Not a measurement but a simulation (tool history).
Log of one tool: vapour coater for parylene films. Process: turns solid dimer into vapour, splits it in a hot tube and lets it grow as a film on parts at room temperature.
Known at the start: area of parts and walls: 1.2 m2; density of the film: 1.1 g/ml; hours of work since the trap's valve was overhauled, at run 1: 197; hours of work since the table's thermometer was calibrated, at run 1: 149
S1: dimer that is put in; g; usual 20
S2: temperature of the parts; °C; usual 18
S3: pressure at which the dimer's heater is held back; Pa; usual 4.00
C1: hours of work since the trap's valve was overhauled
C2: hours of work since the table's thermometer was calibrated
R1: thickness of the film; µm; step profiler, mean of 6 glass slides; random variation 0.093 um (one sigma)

run     day  S1  S2    S3   C1   C2     R1
  1   0.000  20  18  4.00  197  149  10.93
  2   0.396  20  18  4.00  202  154  10.81
  3   0.933  20  18  4.00  208  160  10.93
  4   1.221  20  18  3.04  212  164  11.34
  5   1.804  18  18  4.00  219  171   9.75
  6   2.358  18  18  4.00  225  178   9.65
  7   2.883  18  18  4.00  232  184   9.75
  8   3.412  20  18  4.00  238  190  10.80
  9   3.817  20  18  4.00  243  195  10.67
 10   4.408  20  18  4.00  250  202  10.73
 11   4.812  20  18  6.19  255  207   9.69
 12   5.233  20  18  6.19  260  212   9.70
 13   5.604  20  18  6.19  264  216   9.93
 14   6.200  20  18  4.00  271  223  10.60
 15   6.479  20  11  4.00  275  227  12.49
 16   7.050   8  11  4.00  281  234   5.01
 17   7.538   8  11  4.00  287  239   5.10
 18   7.858  20  21  4.00  291  243   9.79
      8.058  -- trap's valve overhauled
 19   8.358  20  21  4.00    4  247   9.89
 20   8.771  20  18  4.00    9  252  10.68
 21   9.400  20  10  4.00   16  260  12.84
 22  10.017  20  10  4.00   23  267  12.65
 23  10.592  20  18  4.00   30  274  10.62
 24  10.971  20  20  4.42   35  278   9.73
     11.212  -- trap's valve overhauled, once more
 25  11.438  20  16  3.77    3  282  12.11
 26  11.696  32  18  4.00    6  285  17.90
 27  12.033  11  22  7.04   10  289   5.06
 28  12.446  11  22  7.04   15  294   4.99
 29  13.058  33  12  7.04   22  301  19.20
 30  13.688  33  12  7.04   30  309  19.02
 31  14.075  20  28  4.00   34  314   8.77
 32  14.521  28  22  2.82   40  319  15.00

Run 33 comes next. What will it give?
 33  14.842  20  18  11.38  43  323   ?

R1: 9.08 µm
Without the tool's hidden state the same run would have given R1 9.18 µm.
